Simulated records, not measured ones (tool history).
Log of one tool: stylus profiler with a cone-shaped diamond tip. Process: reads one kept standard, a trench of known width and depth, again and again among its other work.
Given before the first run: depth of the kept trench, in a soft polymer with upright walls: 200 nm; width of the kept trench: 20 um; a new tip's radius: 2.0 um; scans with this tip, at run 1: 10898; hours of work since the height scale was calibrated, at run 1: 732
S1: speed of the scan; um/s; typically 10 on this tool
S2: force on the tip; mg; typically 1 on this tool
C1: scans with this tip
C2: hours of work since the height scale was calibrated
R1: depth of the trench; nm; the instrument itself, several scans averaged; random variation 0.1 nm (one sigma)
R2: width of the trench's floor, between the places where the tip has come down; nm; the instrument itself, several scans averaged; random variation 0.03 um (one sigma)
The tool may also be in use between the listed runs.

{"run": 1, "hour": 0.0, "S1": 10, "S2": 1, "C1": 10898, "C2": 732, "R1": 202.18, "R2": 17900}
{"run": 2, "hour": 17.7, "S1": 10, "S2": 1, "C1": 11067, "C2": 744, "R1": 202.16, "R2": 17880}
{"run": 3, "hour": 49.2, "S1": 10, "S2": 1, "C1": 11367, "C2": 764, "R1": 202.22, "R2": 17880}
{"run": 4, "hour": 71.5, "S1": 2, "S2": 1, "C1": 11580, "C2": 778, "R1": 202.44, "R2": 17940}
{"run": 5, "hour": 95.9, "S1": 10, "S2": 0.58, "C1": 11812, "C2": 794, "R1": 201.71, "R2": 17860}
{"run": 6, "hour": 128.6, "S1": 10, "S2": 0.58, "C1": 12125, "C2": 815, "R1": 201.65, "R2": 17820}
{"run": 7, "hour": 148.9, "S1": 10, "S2": 0.58, "C1": 12318, "C2": 828, "R1": 201.8, "R2": 17790}
{"run": 8, "hour": 170.8, "S1": 10, "S2": 0.58, "C1": 12527, "C2": 842, "R1": 201.87, "R2": 17800}
{"run": 9, "hour": 200.4, "S1": 10, "S2": 1.64, "C1": 12810, "C2": 861, "R1": 202.97, "R2": 17940}
{"run": 10, "hour": 224.3, "S1": 10, "S2": 0.97, "C1": 13038, "C2": 876, "R1": 202.26, "R2": 17860}
{"run": 11, "hour": 257.5, "S1": 24, "S2": 1, "C1": 13355, "C2": 897, "R1": 202.23, "R2": 17720}
{"run": 12, "hour": 283.0, "S1": 24, "S2": 1, "C1": 13598, "C2": 914, "R1": 202.39, "R2": 17660}
{"run": 13, "hour": 310.3, "S1": 10, "S2": 1, "C1": 13858, "C2": 931, "R1": 202.16, "R2": 17790}
{"run": 14, "hour": 342.0, "S1": 10, "S2": 1, "C1": 14160, "C2": 951, "R1": 202.34, "R2": 17770}
{"run": 15, "hour": 366.5, "S1": 10, "S2": 1, "C1": 14394, "C2": 967, "R1": 202.35, "R2": 17790}
{"run": 16, "hour": 391.6, "S1": 10, "S2": 1, "C1": 14634, "C2": 983, "R1": 202.39, "R2": 17840}
{"run": 17, "hour": 413.9, "S1": 10, "S2": 1, "C1": 14846, "C2": 997, "R1": 202.46, "R2": 17740}
{"run": 18, "hour": 437.6, "S1": 10, "S2": 1, "C1": 15073, "C2": 1013, "R1": 202.46, "R2": 17850}
{"run": 19, "hour": 457.6, "S1": 10, "S2": 1, "C1": 15263, "C2": 1025, "R1": 202.47, "R2": 17760}
{"run": 20, "hour": 476.3, "S1": 10, "S2": 1, "C1": 15442, "C2": 1037, "R1": 202.34, "R2": 17720}
{"run": 21, "hour": 495.1, "S1": 10, "S2": 1, "C1": 15621, "C2": 1049, "R1": 202.36, "R2": 17770}
{"run": 22, "hour": 510.2, "S1": 10, "S2": 1, "C1": 15765, "C2": 1059, "R1": 202.49, "R2": 17730}
{"run": 23, "hour": 526.2, "S1": 10, "S2": 1, "C1": 15918, "C2": 1069, "R1": 202.38, "R2": 17770}
{"run": 24, "hour": 545.9, "S1": 10, "S2": 1, "C1": 16105, "C2": 1082, "R1": 202.37, "R2": 17710}
{"run": 25, "hour": 577.5, "S1": 10, "S2": 1, "C1": 16407, "C2": 1102, "R1": 202.38, "R2": 17760}
{"run": 26, "hour": 605.4, "S1": 7, "S2": 1, "C1": 16673, "C2": 1120, "R1": 202.49, "R2": 17800}
{"run": 27, "hour": 632.7, "S1": 24, "S2": 1.77, "C1": 16933, "C2": 1138, "R1": 203.27, "R2": 17610}
{"run": 28, "hour": 650.2, "S1": 24, "S2": 1.77, "C1": 17100, "C2": 1149, "R1": 203.33, "R2": 17680}
{"run": 29, "hour": 666.6, "S1": 25, "S2": 0.5, "C1": 17257, "C2": 1159, "R1": 201.94, "R2": 17440}
{"run": 30, "hour": 682.8, "S1": 3, "S2": 0.49, "C1": 17411, "C2": 1170, "R1": 201.77, "R2": 17750}
{"run": 31, "hour": 713.6, "S1": 3, "S2": 2.61, "C1": 17706, "C2": 1190, "R1": 204.1, "R2": 17760}
{"hour": 717.3, "done": "height scale calibrated on a step standard"}
{"run": 32, "hour": 739.5, "S1": 3, "S2": 2.61, "C1": 17947, "C2": 14, "R1": 204.37, "R2": 17730}
{"run": 33, "hour": 758.3, "S1": 3, "S2": 2.61, "C1": 18127, "C2": 26, "R1": 204.13, "R2": 17770}
{"run": 34, "hour": 781.0, "S1": 3, "S2": 0.52, "C1": 18344, "C2": 41, "R1": 202.26, "R2": 17710}
{"run": 35, "hour": 805.4, "S1": 24, "S2": 0.55, "C1": 18576, "C2": 56, "R1": 201.99, "R2": 17520}
{"hour": 823.9, "done": "height scale calibrated on a step standard, once more"}
{"run": 36, "hour": 825.8, "S1": 24, "S2": 0.55, "C1": 18766, "C2": 1, "R1": 201.26, "R2": 17430}
{"run": 37, "hour": 851.0, "S1": 17, "S2": 1.05, "C1": 19006, "C2": 17, "R1": 201.81, "R2": 17600}
{"run": 38, "hour": 884.1, "S1": 17, "S2": 1.05, "C1": 19322, "C2": 39, "R1": 201.92, "R2": 17550}
{"run": 39, "hour": 910.8, "S1": 3, "S2": 0.51, "C1": 19577, "C2": 56, "R1": 201.22, "R2": 17710}
{"run": 40, "hour": 931.3, "S1": 3, "S2": 0.51, "C1": 19772, "C2": 69, "R1": 201.08, "R2": 17700}
{"run": 41, "hour": 951.6, "S1": 40, "S2": 0.43, "C1": 19966, "C2": 82, "R1": 201.05, "R2": 17180}
{"run": 42, "hour": 979.7, "S1": 22, "S2": 1.44, "C1": 20234, "C2": 100, "R1": 202.34, "R2": 17590}
{"run": 43, "hour": 1002.1, "S1": 3, "S2": 2.08, "C1": 20448, "C2": 114, "R1": 202.97, "R2": 17720}
{"run": 44, "hour": 1021.1, "S1": 8, "S2": 1, "C1": 20629, "C2": 126, "R1": 201.93, "R2": 17650}
{"run": 45, "hour": 1040.5, "S1": 27, "S2": 1, "C1": 20814, "C2": 139, "R1": 201.74, "R2": 17540}
{"run": 46, "hour": 1066.8, "S1": 10, "S2": 0.89, "C1": 21064, "C2": 156, "R1": 201.65, "R2": 17590}

Forecast each of these 3 alternatives for the next run:
{"run": "A", "hour": 1087.8, "S1": 4, "S2": 1.63, "C1": 21265, "C2": 169, "R1": "?", "R2": "?"}
{"run": "B", "hour": 1087.8, "S1": 27, "S2": 0.89, "C1": 21265, "C2": 169, "R1": "?", "R2": "?"}
{"run": "C", "hour": 1087.8, "S1": 4, "S2": 0.42, "C1": 21265, "C2": 169, "R1": "?", "R2": "?"}

run=A R1=202.65 R2=17690
run=B R1=201.62 R2=17460
run=C R1=201.17 R2=17640
With the hidden condition removed and each run's random variation left untouched, the same runs would have given:
run=A R1=202.58 R2=18240
run=B R1=201.55 R2=18010
run=C R1=201.11 R2=18190
